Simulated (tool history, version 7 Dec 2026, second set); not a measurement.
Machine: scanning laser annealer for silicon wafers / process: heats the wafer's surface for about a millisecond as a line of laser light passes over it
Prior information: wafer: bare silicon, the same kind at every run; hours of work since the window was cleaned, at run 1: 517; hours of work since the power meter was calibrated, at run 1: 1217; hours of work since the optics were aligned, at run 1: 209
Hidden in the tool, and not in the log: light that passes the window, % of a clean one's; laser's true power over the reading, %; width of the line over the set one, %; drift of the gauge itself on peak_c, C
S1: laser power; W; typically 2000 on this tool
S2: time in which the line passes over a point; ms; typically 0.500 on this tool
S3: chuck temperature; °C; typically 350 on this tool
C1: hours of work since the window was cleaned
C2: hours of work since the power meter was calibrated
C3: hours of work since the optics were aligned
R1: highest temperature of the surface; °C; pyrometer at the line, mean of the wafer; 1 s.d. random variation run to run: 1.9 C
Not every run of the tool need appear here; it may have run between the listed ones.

| run | hour | S1 | S2 | S3 | C1 | C2 | C3 | R1 |
|---|---|---|---|---|---|---|---|---|
| 1 | 0.0 | 2000 | 0.500 | 350 | 517 | 1217 | 209 | 1145 |
| 2 | 91.5 | 2000 | 0.500 | 345 | 569 | 1269 | 261 | 1136 |
| 3 | 162.5 | 2000 | 0.500 | 345 | 610 | 1309 | 302 | 1134 |
| 4 | 213.4 | 2000 | 0.500 | 345 | 638 | 1338 | 331 | 1134 |
| 5 | 283.7 | 2041 | 0.500 | 345 | 678 | 1378 | 371 | 1147 |
| 6 | 355.7 | 2041 | 0.500 | 345 | 719 | 1419 | 411 | 1145 |
| 7 | 408.8 | 2041 | 0.500 | 345 | 749 | 1449 | 442 | 1143 |
| 8 | 462.2 | 2000 | 0.448 | 350 | 780 | 1479 | 472 | 1077 |
| 9 | 522.9 | 2000 | 0.448 | 350 | 814 | 1514 | 506 | 1079 |
| 10 | 567.6 | 2000 | 0.448 | 350 | 840 | 1539 | 532 | 1075 |
| 11 | 608.7 | 2000 | 0.448 | 350 | 863 | 1563 | 555 | 1068 |
| 12 | 651.4 | 2000 | 0.500 | 350 | 887 | 1587 | 579 | 1113 |
|  | 657.9 | window over the wafer cleaned |
| 13 | 718.0 | 2023 | 0.500 | 326 | 34 | 1624 | 616 | 1080 |
| 14 | 781.9 | 2023 | 0.500 | 326 | 70 | 1660 | 652 | 1078 |
| 15 | 841.1 | 2057 | 0.512 | 370 | 104 | 1693 | 686 | 1148 |
| 16 | 920.2 | 2000 | 0.500 | 384 | 149 | 1738 | 731 | 1120 |
| 17 | 996.9 | 2000 | 0.378 | 377 | 193 | 1782 | 775 | 1000 |
| 18 | 1039.8 | 2022 | 0.500 | 339 | 217 | 1806 | 799 | 1078 |
| 19 | 1081.1 | 2022 | 0.500 | 339 | 240 | 1830 | 822 | 1077 |
|  | 1119.6 | optics aligned, line set to its width |
|  | 1170.2 | window over the wafer cleaned, once more |
| 20 | 1175.2 | 1728 | 0.581 | 339 | 3 | 1879 | 30 | 1090 |

Forecast run 21:
| 21 | 1258.2 | 1728 | 0.581 | 339 | 50 | 1926 | 78 | ? |

Run 21 yielded R1 1086 °C.
Minus the tool's unlogged condition, the same run would have read R1 1099 °C.
